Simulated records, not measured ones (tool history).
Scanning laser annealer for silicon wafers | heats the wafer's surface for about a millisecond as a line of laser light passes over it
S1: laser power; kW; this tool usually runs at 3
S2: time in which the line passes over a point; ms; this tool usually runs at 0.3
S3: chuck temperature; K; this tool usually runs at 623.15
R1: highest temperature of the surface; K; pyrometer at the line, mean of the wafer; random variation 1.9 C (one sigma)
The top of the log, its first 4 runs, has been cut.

Run 5, day 11.133: usual settings. Result: R1 1368.15 K.
Run 6, day 14.221: usual settings. Result: R1 1363.15 K.
Run 7, day 16.742: usual settings. Result: R1 1361.15 K.
Run 8, day 18.112: usual settings. Result: R1 1357.15 K.
At day 19.196: window over the wafer cleaned.
Run 9, day 20.7: usual settings. Result: R1 1410.15 K.
Run 10, day 23.417: usual settings. Result: R1 1400.15 K.
Run 11, day 26.262: usual settings. Result: R1 1399.15 K.
Run 12, day 28.571: usual settings but S3 648.15 K. Result: R1 1420.15 K.
Run 13, day 31.462: usual settings but S3 648.15 K. Result: R1 1416.15 K.
Run 14, day 33.883: usual settings but S3 648.15 K. Result: R1 1411.15 K.
Run 15, day 36.038: usual settings but S3 648.15 K. Result: R1 1409.15 K.
Run 16, day 38.667: usual settings but S2 0.293 ms, S3 648.15 K. Result: R1 1397.15 K.
Run 17, day 41.775: usual settings but S3 588.15 K. Result: R1 1339.15 K.
Run 18, day 44.292: usual settings but S3 588.15 K. Result: R1 1337.15 K.
Run 19, day 46.246: usual settings but S3 588.15 K. Result: R1 1336.15 K.
Run 20, day 48.879: usual settings but S1 2.906 kW. Result: R1 1337.15 K.

Run 21 has not been measured yet. What should we expect?
Run 21, day 51.783: usual settings but S1 3.297 kW. Result: R1 ?.

{"run 21": {"R1": 1451.15}}
With the hidden condition absent and the run-to-run variation left alone, this run would have shown R1 1517.15 K.
